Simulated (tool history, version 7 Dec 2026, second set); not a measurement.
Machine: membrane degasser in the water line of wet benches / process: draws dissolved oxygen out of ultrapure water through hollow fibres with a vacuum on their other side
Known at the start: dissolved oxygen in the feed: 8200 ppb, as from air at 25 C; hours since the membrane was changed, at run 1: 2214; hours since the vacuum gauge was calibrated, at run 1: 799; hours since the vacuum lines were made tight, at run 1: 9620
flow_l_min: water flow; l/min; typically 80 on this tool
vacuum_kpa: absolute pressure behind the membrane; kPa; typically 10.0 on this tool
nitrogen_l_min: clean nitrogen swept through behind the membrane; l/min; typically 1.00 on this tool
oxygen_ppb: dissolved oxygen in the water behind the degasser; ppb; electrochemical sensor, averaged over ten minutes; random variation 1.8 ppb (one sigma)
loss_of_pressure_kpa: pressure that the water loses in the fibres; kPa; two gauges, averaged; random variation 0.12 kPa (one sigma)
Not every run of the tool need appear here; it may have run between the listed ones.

run,day,flow_l_min,vacuum_kpa,nitrogen_l_min,hours since the membrane was changed,hours since the vacuum gauge was calibrated,hours since the vacuum lines were made tight,oxygen_ppb,loss_of_pressure_kpa
1,0.000,80,10.0,1.00,2214,799,9620,870.9,27.82
2,5.392,80,6.2,1.00,2343,928,9750,420.2,27.79
3,10.529,80,6.2,1.00,2466,1051,9873,417.3,28.02
4,14.779,80,6.2,2.08,2568,1153,9975,259.5,27.83
5,18.688,80,6.2,2.08,2662,1247,10069,258.9,27.90
6,22.321,80,6.2,2.08,2749,1334,10156,260.1,28.02
7,25.342,80,14.1,1.15,2822,1407,10229,1208.6,28.00
8,31.388,80,14.1,1.15,2967,1552,10374,1208.3,28.00
9,37.425,80,14.1,1.15,3112,1697,10519,1211.3,27.88
10,41.550,64,10.0,2.28,3211,1796,10618,399.2,22.32
11,46.471,64,10.0,2.28,3329,1914,10736,401.0,22.52
12,49.042,64,10.0,2.28,3391,1976,10797,401.0,22.28

4 options for the next run, each taken on its own from the tool as it stands now. Forecast them:
A,54.942,80,8.1,1.00,3532,2117,10939,?,?
B,54.942,54,9.1,1.95,3532,2117,10939,?,?
C,54.942,95,14.9,2.28,3532,2117,10939,?,?
D,54.942,64,10.0,2.17,3532,2117,10939,?,?

run,oxygen_ppb,loss_of_pressure_kpa
A,650.7,27.97
B,341.1,18.72
C,944.7,33.20
D,415.6,22.19
The same runs, with their run-to-run variation unchanged, on a tool lacking any hidden condition would have given:
run,oxygen_ppb,loss_of_pressure_kpa
A,650.6,27.97
B,341.1,18.72
C,944.6,33.20
D,415.6,22.19
